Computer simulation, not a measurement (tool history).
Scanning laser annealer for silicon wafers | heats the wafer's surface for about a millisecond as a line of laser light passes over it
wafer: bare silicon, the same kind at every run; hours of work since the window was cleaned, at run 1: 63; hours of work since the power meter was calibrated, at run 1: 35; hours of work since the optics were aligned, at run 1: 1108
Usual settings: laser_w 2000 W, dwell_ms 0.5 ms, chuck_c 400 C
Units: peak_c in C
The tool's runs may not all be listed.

run	hour	laser_w	dwell_ms	chuck_c	hours of work since the window was cleaned	hours of work since the power meter was calibrated	hours of work since the optics were aligned	peak_c
1	0	2000	0.5	400	63	35	1108	1211
2	10.4	2000	0.5	400	68	41	1113	1210
3	21.4	2000	0.5	376	74	47	1119	1191
4	31.4	2000	0.5	376	79	52	1125	1193
5	42.4	2000	0.5	376	85	58	1130	1189
6	48.6	2000	0.5	376	89	61	1134	1188
7	59.4	2000	0.5	374	94	67	1140	1184
8	68.5	1780	0.5	400	99	72	1144	1093
9	78	1769	0.5	400	104	77	1149	1093
10	86.9	1912	0.51	400	109	82	1154	1173
11	94.7	1912	0.51	400	113	86	1158	1171
# hour 98.4: laser's power meter calibrated
12	104.3	1899	0.382	415	117	3	1162	1068
13	115.8	2118	0.547	415	123	9	1168	1333
14	122.8	1735	0.512	386	127	13	1172	1064
15	129.3	2119	0.5	374	130	17	1175	1248
16	138.7	2196	0.501	389	135	22	1180	1303

Forecast each of these 5 alternatives for the next run:
A	144.8	1971	0.41	371	138	25	1183	?
B	144.8	1758	0.403	394	138	25	1183	?
C	144.8	1853	0.501	418	138	25	1183	?
D	144.8	2196	0.577	375	138	25	1183	?
E	144.8	2089	0.486	424	138	25	1183	?

run	peak_c
A	1082
B	999
C	1147
D	1366
E	1267
Without the tool's hidden state the same runs would have given:
run	peak_c
A	1100
B	1014
C	1165
D	1391
E	1288
